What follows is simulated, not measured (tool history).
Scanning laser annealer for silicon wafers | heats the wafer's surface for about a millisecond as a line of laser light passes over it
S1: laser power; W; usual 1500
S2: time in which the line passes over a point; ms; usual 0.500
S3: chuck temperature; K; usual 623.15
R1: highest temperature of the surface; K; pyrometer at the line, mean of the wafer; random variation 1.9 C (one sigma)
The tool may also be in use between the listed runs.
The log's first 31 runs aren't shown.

run    hour    S1     S2      S3       R1
 32   827.5  1550  0.507  597.15  1410.15
 33   846.1  1550  0.507  597.15  1409.15
 34   880.5  1550  0.507  597.15  1409.15
 35   898.8  1550  0.507  597.15  1407.15
 36   933.5  1517  0.364  644.15  1315.15
 37   960.4  1432  0.395  629.15  1274.15
 38   979.0  1543  0.395  629.15  1342.15
 39  1006.6  1543  0.395  629.15  1341.15
 40  1030.6  1457  0.406  629.15  1294.15
 41  1063.0  1500  0.418  612.15  1312.15

3 ways to go on from here, each from the tool as it stands after run 41. What would each give?
  A  1083.6  1444  0.500  604.15   ?
  B  1083.6  1500  0.454  623.15   ?
  C  1083.6  1332  0.500  623.15   ?

run       R1
  A  1330.15
  B  1354.15
  C  1276.15
Without the tool's hidden state the same runs would have given:
run       R1
  A  1373.15
  B  1397.15
  C  1314.15
